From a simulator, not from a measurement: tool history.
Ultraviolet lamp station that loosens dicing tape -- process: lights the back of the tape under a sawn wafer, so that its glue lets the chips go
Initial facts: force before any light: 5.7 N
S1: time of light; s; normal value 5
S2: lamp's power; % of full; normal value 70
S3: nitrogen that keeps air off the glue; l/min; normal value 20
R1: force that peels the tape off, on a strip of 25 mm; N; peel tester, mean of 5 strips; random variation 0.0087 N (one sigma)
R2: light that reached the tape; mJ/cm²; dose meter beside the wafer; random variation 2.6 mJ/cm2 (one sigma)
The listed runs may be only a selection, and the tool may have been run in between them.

{"run": 1, "day": 0.0, "S1": 5, "S2": 70, "S3": 20, "R1": 0.398, "R2": 280}
{"run": 2, "day": 1.212, "S1": 5, "S2": 70, "S3": 20, "R1": 0.404, "R2": 277}
{"run": 3, "day": 2.258, "S1": 5, "S2": 70, "S3": 20, "R1": 0.446, "R2": 275}
{"run": 4, "day": 3.638, "S1": 5, "S2": 70, "S3": 20, "R1": 0.441, "R2": 273}
{"run": 5, "day": 4.696, "S1": 5, "S2": 70, "S3": 12, "R1": 0.545, "R2": 273}
{"day": 4.788, "done": "window cleaned of glue's vapour"}
{"run": 6, "day": 5.988, "S1": 6, "S2": 80, "S3": 7, "R1": 0.392, "R2": 370}
{"run": 7, "day": 7.533, "S1": 5, "S2": 80, "S3": 8, "R1": 0.52, "R2": 302}
{"run": 8, "day": 8.375, "S1": 5, "S2": 84, "S3": 20, "R1": 0.365, "R2": 318}
{"run": 9, "day": 9.233, "S1": 5, "S2": 84, "S3": 20, "R1": 0.366, "R2": 317}
{"run": 10, "day": 10.588, "S1": 5, "S2": 84, "S3": 20, "R1": 0.344, "R2": 314}

Alternative continuations, all from the tool just after run 10; predict every row:
{"run": "A", "day": 11.567, "S1": 5, "S2": 93, "S3": 11, "R1": "?", "R2": "?"}
{"run": "B", "day": 11.567, "S1": 4, "S2": 73, "S3": 24, "R1": "?", "R2": "?"}
{"run": "C", "day": 11.567, "S1": 2, "S2": 70, "S3": 20, "R1": "?", "R2": "?"}
{"run": "D", "day": 11.567, "S1": 5, "S2": 96, "S3": 20, "R1": "?", "R2": "?"}

run=A R1=0.377 R2=350
run=B R1=0.593 R2=217
run=C R1=1.794 R2=105
run=D R1=0.301 R2=352
Had the tool no hidden state, the same runs would have come out as:
run=A R1=0.302 R2=425
run=B R1=0.439 R2=264
run=C R1=1.422 R2=127
run=D R1=0.259 R2=428

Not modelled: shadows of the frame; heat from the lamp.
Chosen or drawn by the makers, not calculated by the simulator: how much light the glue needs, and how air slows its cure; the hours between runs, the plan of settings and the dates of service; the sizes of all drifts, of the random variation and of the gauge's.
